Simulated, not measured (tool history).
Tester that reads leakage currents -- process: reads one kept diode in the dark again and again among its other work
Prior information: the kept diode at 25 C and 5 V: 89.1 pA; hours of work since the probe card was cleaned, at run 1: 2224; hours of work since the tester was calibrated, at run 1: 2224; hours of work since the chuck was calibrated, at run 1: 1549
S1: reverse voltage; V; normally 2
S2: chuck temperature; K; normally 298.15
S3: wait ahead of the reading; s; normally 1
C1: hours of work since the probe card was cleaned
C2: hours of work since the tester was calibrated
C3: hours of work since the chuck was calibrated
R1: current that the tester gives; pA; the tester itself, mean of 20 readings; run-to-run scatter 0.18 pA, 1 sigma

run	hour	S1	S2	S3	C1	C2	C3	R1
1	0	2	298.15	1	2224	2224	1549	57.76
2	76.5	2	298.15	9.45	2277	2277	1602	57.24
3	140.6	2	298.15	9.45	2322	2322	1647	57.29
4	177.8	2	298.15	9.45	2348	2348	1673	57.06
# hour 187.7: chuck's temperature calibrated
5	226.9	2	298.15	1	2381	2381	27	60.67
6	295.1	2	298.15	1	2429	2429	75	60.05
7	357.9	1.16	298.15	1	2473	2473	119	45.19
8	399.3	3.27	298.15	1	2502	2502	148	79.8
9	477.1	2	298.15	2.14	2557	2557	203	60.34
10	519.5	2	298.15	2.14	2586	2586	232	60.06
11	570.9	2	298.15	2.14	2622	2622	268	60.17
12	623.1	2	323.15	1	2659	2659	305	450.05
13	707.7	15.36	298.15	1	2718	2718	364	201.44
14	754.1	15.36	298.15	1	2751	2751	397	201.06
# hour 761.1: probe card cleaned and baked
15	816	15.36	298.15	1	38	2792	438	154.14
# hour 842.1: tester calibrated
16	877.7	15.36	298.15	1	80	25	480	158.1
17	950	4.59	328.15	0.65	131	76	530	1003.13
18	1015.1	4.59	328.15	0.65	176	121	576	997.25
19	1092.7	4.59	328.15	0.65	231	175	630	997.69
20	1131.7	7.08	298.15	2.54	258	203	657	104.06
21	1215.2	2	310.15	1	317	261	716	155.51
22	1289.1	2	310.15	1	368	313	768	155.35
23	1360.1	3.24	310.15	1	418	363	817	198.96
24	1442.1	3.24	308.15	1	475	420	875	167.75
25	1529.2	3.24	308.15	1	536	481	936	167.01
26	1568.4	1.86	308.15	1.56	564	509	963	125.53

Run 27, settings as shown, results not yet in. Your forecast:
27	1633.7	1.86	308.15	1.56	610	554	1009	?

{"run 27": {"R1": 125.11}}
The same run, on a tool lacking any hidden state, would have yielded R1 131.2 pA.

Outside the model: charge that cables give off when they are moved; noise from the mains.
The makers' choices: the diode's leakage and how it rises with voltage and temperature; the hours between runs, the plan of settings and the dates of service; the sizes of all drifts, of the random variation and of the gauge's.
